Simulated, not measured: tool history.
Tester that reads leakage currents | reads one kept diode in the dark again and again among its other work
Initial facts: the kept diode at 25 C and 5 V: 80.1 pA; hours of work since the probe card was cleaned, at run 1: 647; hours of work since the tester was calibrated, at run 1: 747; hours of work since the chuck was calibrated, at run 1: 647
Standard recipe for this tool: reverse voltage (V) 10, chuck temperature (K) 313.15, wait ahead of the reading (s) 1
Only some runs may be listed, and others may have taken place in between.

run    hour  reverse voltage (V)  chuck temperature (K)  wait ahead of the reading (s)  hours of work since the probe card was cleaned  hours of work since the tester was calibrated  hours of work since the chuck was calibrated  current that the tester gives (pA)
  1       0                   10                 313.15                              1                                             647                                            747                                           647                              332.84
  2    58.8                   10                 315.15                              1                                             681                                            781                                           681                              385.68
  3     104                   10                 315.15                              1                                             708                                            808                                           708                              384.36
  4   140.2                   10                 315.15                              1                                             729                                            829                                           729                              384.84
  5   178.9                   10                 315.15                              1                                             752                                            852                                           752                              382.92
  6   219.2                   10                 315.15                              1                                             776                                            876                                           776                              383.08
  7   252.2                   10                 315.15                              1                                             795                                            895                                           795                              382.47
  8   282.1                  1.5                 315.15                              1                                             813                                            913                                           813                              174.07
      290.3  -- probe card cleaned and baked
  9   345.5                   10                 313.15                              1                                              33                                            949                                           849                              337.83
 10   381.6                   10                 313.15                              1                                              54                                            970                                           870                              338.73
 11   413.8                  3.1                 313.15                              1                                              73                                            989                                           889                              204.04
 12   468.7                  3.1                 313.15                              1                                             105                                           1021                                           921                              203.52
 13   519.5                  2.3                 313.15                              1                                             135                                           1051                                           951                              179.73
 14   556.1                  1.2                 313.15                           3.47                                             157                                           1073                                           973                               136.9
      613.3  -- probe card cleaned and baked, once more
 15   613.7                  6.5                 305.15                           2.41                                               0                                           1105                                          1005                              142.44
 16   660.4                  6.5                 305.15                           2.41                                              28                                           1133                                          1032                              142.07
 17   697.9                  1.8                 318.15                           0.86                                              50                                           1155                                          1055                              225.86
 18   750.6                  1.8                 318.15                           0.86                                              81                                           1186                                          1086                               225.5
 19   794.9                 15.9                 310.15                           8.51                                             107                                           1212                                          1112                              299.84
 20   833.4                   10                 322.15                           8.24                                             130                                           1235                                          1135                              601.32
 21   883.1                  2.1                 313.15                           0.33                                             159                                           1264                                          1164                              167.09
 22   932.5                   10                 313.15                           1.78                                             188                                           1293                                          1193                              313.11
 23   960.3                   10                 313.15                           1.78                                             205                                           1309                                          1209                              312.04
 24   998.3                  1.1                 325.15                           0.86                                             227                                           1332                                          1232                                 301
 25  1047.3                  1.1                 298.15                           2.69                                             256                                           1361                                          1261                               39.19

Below, some changes in current that the tester gives (pA) between adjacent runs. For each, the amount present without the hidden state too (settings, incoming material, random variation) and the amount remaining for the hidden state with gauge scatter not shared by both compared results:
The hidden state here: stray current of the dirty probe card, pA a volt; current scale over the true one, %; true chuck temperature over the reading, C; drift of the gauge itself on leakage_pa, %.
Run 19 -> 20: reverse voltage (V) 15.9 -> 10, chuck temperature (K) 310.15 -> 322.15, wait ahead of the reading (s) 8.51 -> 8.24. current that the tester gives (pA) +301.48: hidden state -28.7, all else +330.18.
Run 20 -> 21: reverse voltage (V) 10 -> 2.1, chuck temperature (K) 322.15 -> 313.15, wait ahead of the reading (s) 8.24 -> 0.33. current that the tester gives (pA) -434.23: hidden state +39.81, all else -474.04.
